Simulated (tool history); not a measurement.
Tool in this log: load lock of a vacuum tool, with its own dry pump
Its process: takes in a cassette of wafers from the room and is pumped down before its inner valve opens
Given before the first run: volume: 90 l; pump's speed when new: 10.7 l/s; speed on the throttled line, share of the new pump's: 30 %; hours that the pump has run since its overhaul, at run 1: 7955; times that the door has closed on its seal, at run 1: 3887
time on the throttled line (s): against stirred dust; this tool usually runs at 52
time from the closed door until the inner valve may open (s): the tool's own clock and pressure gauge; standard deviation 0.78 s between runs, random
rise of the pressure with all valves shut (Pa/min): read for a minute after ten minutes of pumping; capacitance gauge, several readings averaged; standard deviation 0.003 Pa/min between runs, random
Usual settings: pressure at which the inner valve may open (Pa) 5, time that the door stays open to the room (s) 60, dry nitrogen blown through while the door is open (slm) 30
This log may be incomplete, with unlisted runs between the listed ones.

| run | hour | time on the throttled line (s) | pressure at which the inner valve may open (Pa) | time that the door stays open to the room (s) | dry nitrogen blown through while the door is open (slm) | hours that the pump has run since its overhaul | times that the door has closed on its seal | incoming humidity of the room's air, % | time from the closed door until the inner valve may open (s) | rise of the pressure with all valves shut (Pa/min) |
|---|---|---|---|---|---|---|---|---|---|---|
| 1 | 0.0 | 52 | 5 | 60 | 30 | 7955 | 3887 | 45.5 | 127.5 | 0.018 |
| 2 | 215.0 | 52 | 5 | 60 | 30 | 8170 | 4328 | 48.3 | 126.7 | 0.029 |
| 3 | 373.7 | 52 | 5 | 60 | 30 | 8329 | 4654 | 46.9 | 126.5 | 0.021 |
| 4 | 609.5 | 52 | 5 | 60 | 30 | 8565 | 5138 | 45.9 | 126.9 | 0.029 |
| 5 | 852.9 | 57 | 5 | 60 | 30 | 8808 | 5638 | 47.2 | 130.6 | 0.030 |
| 6 | 1064.7 | 52 | 5 | 60 | 30 | 9020 | 6073 | 43.3 | 128.1 | 0.031 |
| 7 | 1203.4 | 52 | 5 | 60 | 30 | 9159 | 6358 | 44.3 | 128.3 | 0.030 |
| 8 | 1412.6 | 52 | 5 | 60 | 30 | 9368 | 6787 | 46.6 | 127.1 | 0.034 |
| 9 | 1635.2 | 52 | 5 | 60 | 30 | 9590 | 7244 | 46.3 | 128.9 | 0.040 |
| 10 | 1845.7 | 52 | 5 | 60 | 30 | 9801 | 7676 | 41.2 | 128.6 | 0.037 |
| 11 | 2094.3 | 76 | 5 | 60 | 30 | 10049 | 8187 | 45.6 | 144.9 | 0.038 |
| 12 | 2288.3 | 76 | 5 | 60 | 30 | 10243 | 8585 | 43.7 | 144.1 | 0.048 |
| 13 | 2515.7 | 76 | 5 | 60 | 30 | 10471 | 9052 | 45.0 | 144.6 | 0.050 |
| 14 | 2727.1 | 76 | 9 | 60 | 30 | 10682 | 9486 | 42.7 | 140.8 | 0.049 |
| 15 | 2898.3 | 76 | 9 | 60 | 30 | 10853 | 9837 | 47.2 | 139.5 | 0.050 |
| 16 | 3116.7 | 45 | 7 | 104 | 5 | 11072 | 10286 | 47.0 | 123.0 | 0.065 |
| 17 | 3379.5 | 78 | 7 | 104 | 5 | 11335 | 10825 | 38.2 | 143.1 | 0.060 |
| 18 | 3567.9 | 78 | 4 | 104 | 5 | 11523 | 11212 | 45.9 | 150.8 | 0.071 |
| 19 | 3681.1 | 78 | 4 | 104 | 5 | 11636 | 11445 | 44.8 | 150.1 | 0.073 |
| 20 | 3873.7 | 78 | 4 | 104 | 5 | 11829 | 11840 | 48.7 | 150.6 | 0.074 |
| 21 | 4062.4 | 53 | 9 | 70 | 23 | 12018 | 12227 | 45.3 | 124.9 | 0.062 |

Consider 5 possible next runs. They are alternatives, not a sequence: every one starts from the tool as it was left by run 21. What does each give?
| A | 4314.0 | 62 | 5 | 60 | 30 | 12269 | 12744 | 44.3 | ? | ? |
| B | 4314.0 | 53 | 5 | 68 | 23 | 12269 | 12744 | 47.4 | ? | ? |
| C | 4314.0 | 52 | 7 | 60 | 30 | 12269 | 12744 | 48.4 | ? | ? |
| D | 4314.0 | 77 | 5 | 70 | 6 | 12269 | 12744 | 46.5 | ? | ? |
| E | 4314.0 | 31 | 5 | 60 | 6 | 12269 | 12744 | 45.7 | ? | ? |

| run | time from the closed door until the inner valve may open (s) | rise of the pressure with all valves shut (Pa/min) |
|---|---|---|
| A | 136.4 | 0.063 |
| B | 131.3 | 0.074 |
| C | 127.9 | 0.066 |
| D | 146.9 | 0.078 |
| E | 118.1 | 0.073 |
Without the tool's hidden state the same runs would have given:
| run | time from the closed door until the inner valve may open (s) | rise of the pressure with all valves shut (Pa/min) |
|---|---|---|
| A | 126.1 | 0.007 |
| B | 120.6 | 0.018 |
| C | 117.6 | 0.011 |
| D | 137.1 | 0.021 |
| E | 106.2 | 0.018 |
